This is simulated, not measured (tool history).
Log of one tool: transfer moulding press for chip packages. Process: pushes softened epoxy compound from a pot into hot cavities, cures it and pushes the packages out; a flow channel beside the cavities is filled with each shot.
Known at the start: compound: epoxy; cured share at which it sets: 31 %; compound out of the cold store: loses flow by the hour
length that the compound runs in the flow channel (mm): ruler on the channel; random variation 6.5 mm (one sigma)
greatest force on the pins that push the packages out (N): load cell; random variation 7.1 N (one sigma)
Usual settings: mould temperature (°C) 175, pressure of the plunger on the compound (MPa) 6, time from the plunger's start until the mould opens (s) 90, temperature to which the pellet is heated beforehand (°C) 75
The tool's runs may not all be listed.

| run | hour | mould temperature (°C) | pressure of the plunger on the compound (MPa) | time from the plunger's start until the mould opens (s) | temperature to which the pellet is heated beforehand (°C) | incoming compound's hours out of the cold store | length that the compound runs in the flow channel (mm) | greatest force on the pins that push the packages out (N) |
|---|---|---|---|---|---|---|---|---|
| 1 | 0 | 175 | 6 | 90 | 75 | 18.7 | 824 | 290 |
| 2 | 31 | 175 | 6 | 90 | 72 | 28.5 | 783 | 270 |
| 3 | 60 | 175 | 6 | 90 | 72 | 21.9 | 804 | 284 |
| 4 | 99.9 | 175 | 6 | 90 | 72 | 40 | 741 | 269 |
| 5 | 140.2 | 175 | 6 | 90 | 72 | 47.7 | 725 | 278 |
| 6 | 173.2 | 175 | 6 | 90 | 72 | 23.9 | 788 | 284 |
| 7 | 197 | 175 | 6 | 90 | 72 | 32.6 | 778 | 270 |
| 8 | 220.6 | 175 | 6 | 78 | 72 | 39.1 | 745 | 397 |
| 9 | 241.6 | 175 | 6 | 78 | 72 | 29.9 | 778 | 400 |
| 10 | 263.3 | 175 | 6 | 78 | 75 | 47.7 | 729 | 362 |
| 11 | 314.2 | 175 | 6 | 78 | 75 | 36.9 | 759 | 406 |
| 12 | 360.4 | 175 | 6.11 | 90 | 75 | 44 | 745 | 268 |
| 13 | 384.5 | 175 | 6.11 | 90 | 75 | 39.8 | 749 | 277 |
| 14 | 428.2 | 175 | 6.11 | 90 | 75 | 17.9 | 834 | 292 |
| 15 | 466.6 | 175 | 6.11 | 90 | 75 | 21.4 | 812 | 283 |
| 16 | 490.1 | 175 | 6.11 | 90 | 75 | 36.4 | 762 | 266 |
| 17 | 512.1 | 175 | 6.11 | 90 | 75 | 38.5 | 758 | 269 |
| 18 | 556.5 | 175 | 6.11 | 90 | 75 | 31.8 | 772 | 283 |
| 19 | 576.9 | 175 | 6.11 | 90 | 75 | 11.4 | 850 | 291 |
| 20 | 616.6 | 175 | 6.11 | 90 | 75 | 9.3 | 862 | 293 |
| 21 | 641.4 | 175 | 6 | 90 | 71 | 28.6 | 789 | 274 |
| 22 | 687.1 | 175 | 6 | 90 | 71 | 30.1 | 785 | 288 |
| 23 | 732.4 | 175 | 5.8 | 90 | 71 | 30.4 | 757 | 290 |
| 24 | 781.4 | 177 | 6 | 90 | 75 | 10.2 | 847 | 263 |
| 25 | 827.2 | 174 | 4.67 | 118 | 69 | 44.3 | 660 | 186 |
| 26 | 875.5 | 175 | 6 | 111 | 75 | 26.2 | 787 | 185 |
| 27 | 897.4 | 175 | 6 | 105 | 79 | 46 | 732 | 198 |

Not shown: 9 entries that the log had between the listed runs. Between which runs, and how does the tool's hidden state differ before and after?
Between runs 3 and 4: cavities cleaned with cleaning compound and waxed (hour 95.3)
  pressure that reaches the compound, % of what is set: 99.96 -> 99.95; grip of the stained cavities, % over clean ones': 0.9 -> 0.1
Between runs 6 and 7: cavities cleaned with cleaning compound and waxed (hour 197)
  pressure that reaches the compound, % of what is set: 99.92 -> 99.91; grip of the stained cavities, % over clean ones': 1 -> 0
Between runs 10 and 11: cavities cleaned with cleaning compound and waxed (hour 298.3)
  pressure that reaches the compound, % of what is set: 99.88 -> 99.86; grip of the stained cavities, % over clean ones': 0.9 -> 0.4
Between runs 13 and 14: cavities cleaned with cleaning compound and waxed (hour 400.8)
  pressure that reaches the compound, % of what is set: 99.83 -> 99.82; grip of the stained cavities, % over clean ones': 1 -> 0.6
Between runs 16 and 17: cavities cleaned with cleaning compound and waxed (hour 501.1)
  pressure that reaches the compound, % of what is set: 99.79 -> 99.78; grip of the stained cavities, % over clean ones': 1 -> 0.3
Between runs 19 and 20: cavities cleaned with cleaning compound and waxed (hour 601.4); plunger's sealing rings changed (hour 616.6)
  pressure that reaches the compound, % of what is set: 99.76 -> 100; grip of the stained cavities, % over clean ones': 0.9 -> 0.3
Between runs 22 and 23: cavities cleaned with cleaning compound and waxed (hour 705.9)
  pressure that reaches the compound, % of what is set: 99.97 -> 99.95; grip of the stained cavities, % over clean ones': 1 -> 0.6
Between runs 24 and 25: cavities cleaned with cleaning compound and waxed (hour 809)
  pressure that reaches the compound, % of what is set: 99.94 -> 99.92; grip of the stained cavities, % over clean ones': 1 -> 0.4
